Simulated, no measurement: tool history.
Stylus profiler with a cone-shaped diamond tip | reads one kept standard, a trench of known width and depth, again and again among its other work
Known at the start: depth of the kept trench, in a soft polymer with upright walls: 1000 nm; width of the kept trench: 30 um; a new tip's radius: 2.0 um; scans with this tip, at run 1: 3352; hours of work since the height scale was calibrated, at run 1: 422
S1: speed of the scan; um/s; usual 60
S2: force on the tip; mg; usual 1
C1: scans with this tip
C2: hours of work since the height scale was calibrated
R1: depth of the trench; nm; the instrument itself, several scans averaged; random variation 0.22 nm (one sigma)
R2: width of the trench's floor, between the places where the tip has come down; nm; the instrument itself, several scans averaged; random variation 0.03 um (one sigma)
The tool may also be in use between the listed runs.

| run | hour | S1 | S2 | C1 | C2 | R1 | R2 |
|---|---|---|---|---|---|---|---|
| 1 | 0 | 60 | 1 | 3352 | 422 | 1007.43 | 26150 |
| 2 | 29.8 | 60 | 1 | 3476 | 438 | 1007.48 | 26180 |
| 3 | 50.4 | 60 | 1 | 3562 | 449 | 1007.9 | 26210 |
| 4 | 75.9 | 60 | 1 | 3668 | 462 | 1007.6 | 26190 |
| 5 | 110.7 | 60 | 1 | 3813 | 480 | 1007.57 | 26190 |
| 6 | 138.4 | 60 | 1 | 3928 | 495 | 1007.81 | 26200 |
| 7 | 156.4 | 46 | 0.36 | 4003 | 504 | 1003.75 | 26120 |
| 8 | 187.1 | 24 | 1 | 4131 | 520 | 1007.46 | 26380 |
| 9 | 214.1 | 60 | 1.09 | 4243 | 535 | 1007.75 | 26260 |
| 10 | 233.6 | 60 | 1.09 | 4324 | 545 | 1008.09 | 26240 |
| 11 | 256.1 | 54 | 0.77 | 4418 | 557 | 1006.34 | 26170 |

3 ways to go on from here, each from the tool as it stands after run 11. What would each give?
| A | 281.5 | 17 | 2.57 | 4524 | 570 | ? | ? |
| B | 281.5 | 21 | 2.76 | 4524 | 570 | ? | ? |
| C | 281.5 | 24 | 1 | 4524 | 570 | ? | ? |

| run | R1 | R2 |
|---|---|---|
| A | 1014.45 | 26500 |
| B | 1014.99 | 26470 |
| C | 1007.67 | 26430 |
Without the tool's hidden state the same runs would have given:
| run | R1 | R2 |
|---|---|---|
| A | 1014.47 | 26500 |
| B | 1015.01 | 26470 |
| C | 1007.69 | 26440 |
